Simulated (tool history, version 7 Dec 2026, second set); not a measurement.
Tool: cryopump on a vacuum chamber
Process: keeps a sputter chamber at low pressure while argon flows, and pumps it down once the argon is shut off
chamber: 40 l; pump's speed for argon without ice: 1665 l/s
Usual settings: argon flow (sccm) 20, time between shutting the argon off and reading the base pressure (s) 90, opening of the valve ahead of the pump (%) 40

| run | day | argon flow (sccm) | time between shutting the argon off and reading the base pressure (s) | opening of the valve ahead of the pump (%) | pressure while argon flows (Pa) | pressure after the wait (uPa) |
|---|---|---|---|---|---|---|
| 1 | 0.000 | 20 | 90 | 40 | 0.0554 | 1.27 |
| 2 | 2.638 | 20 | 90 | 40 | 0.0558 | 1.32 |
| 3 | 5.029 | 20 | 90 | 40 | 0.0569 | 1.35 |
| 4 | 7.692 | 20 | 90 | 40 | 0.0576 | 1.35 |
| 5 | 10.333 | 20 | 90 | 40 | 0.0581 | 1.41 |
|  | 11.179 | pump warmed up, emptied and cooled again |
| 6 | 13.212 | 20 | 90 | 40 | 0.0511 | 1.22 |
| 7 | 14.850 | 20 | 90 | 40 | 0.0521 | 1.20 |
| 8 | 16.125 | 20 | 90 | 40 | 0.0520 | 1.21 |
| 9 | 17.971 | 20 | 41 | 40 | 0.0519 | 1.91 |
| 10 | 19.758 | 20 | 176 | 40 | 0.0523 | 1.03 |
| 11 | 21.192 | 20 | 176 | 40 | 0.0530 | 0.98 |
| 12 | 22.904 | 20 | 176 | 40 | 0.0534 | 1.03 |
| 13 | 24.179 | 20 | 90 | 40 | 0.0534 | 1.31 |
| 14 | 25.800 | 20 | 90 | 40 | 0.0539 | 1.29 |
| 15 | 27.746 | 20 | 90 | 40 | 0.0536 | 1.28 |
|  | 28.896 | leaking fittings of the chamber tightened, without venting |
| 16 | 30.125 | 20 | 90 | 21 | 0.1001 | 0.78 |
| 17 | 32.133 | 20 | 90 | 40 | 0.0544 | 0.82 |
| 18 | 33.575 | 38 | 90 | 40 | 0.1047 | 0.81 |
| 19 | 34.921 | 25 | 35 | 23 | 0.1165 | 1.64 |
| 20 | 36.954 | 20 | 111 | 38 | 0.0579 | 0.74 |
| 21 | 38.321 | 25 | 90 | 35 | 0.0799 | 0.84 |
| 22 | 39.629 | 20 | 72 | 46 | 0.0508 | 0.95 |
| 23 | 41.412 | 20 | 72 | 46 | 0.0498 | 0.99 |
| 24 | 43.233 | 20 | 72 | 46 | 0.0519 | 0.98 |
| 25 | 45.512 | 37 | 90 | 40 | 0.1085 | 0.90 |
| 26 | 47.096 | 37 | 90 | 40 | 0.1088 | 0.88 |
|  | 48.592 | pump warmed up, emptied and cooled again |
| 27 | 48.679 | 11 | 38 | 35 | 0.0318 | 1.56 |
| 28 | 51.533 | 20 | 74 | 20 | 0.1037 | 0.95 |
| 29 | 53.362 | 20 | 235 | 18 | 0.1139 | 0.49 |
| 30 | 54.946 | 20 | 235 | 18 | 0.1154 | 0.51 |
| 31 | 57.150 | 12 | 32 | 17 | 0.0731 | 1.79 |
| 32 | 59.442 | 39 | 35 | 22 | 0.1840 | 1.72 |
| 33 | 60.662 | 15 | 54 | 37 | 0.0427 | 1.21 |
| 34 | 63.546 | 15 | 54 | 37 | 0.0435 | 1.19 |

Forecast each of these 4 alternatives for the next run:
| A | 66.029 | 12 | 54 | 45 | ? | ? |
| B | 66.029 | 9 | 90 | 40 | ? | ? |
| C | 66.029 | 20 | 43 | 15 | ? | ? |
| D | 66.029 | 15 | 60 | 29 | ? | ? |

| run | pressure while argon flows (Pa) | pressure after the wait (uPa) |
|---|---|---|
| A | 0.0291 | 1.23 |
| B | 0.0242 | 0.90 |
| C | 0.1390 | 1.45 |
| D | 0.0553 | 1.18 |
Without the tool's hidden state the same runs would have given:
| run | pressure while argon flows (Pa) | pressure after the wait (uPa) |
|---|---|---|
| A | 0.0270 | 1.05 |
| B | 0.0226 | 0.72 |
| C | 0.1354 | 1.27 |
| D | 0.0526 | 1.00 |

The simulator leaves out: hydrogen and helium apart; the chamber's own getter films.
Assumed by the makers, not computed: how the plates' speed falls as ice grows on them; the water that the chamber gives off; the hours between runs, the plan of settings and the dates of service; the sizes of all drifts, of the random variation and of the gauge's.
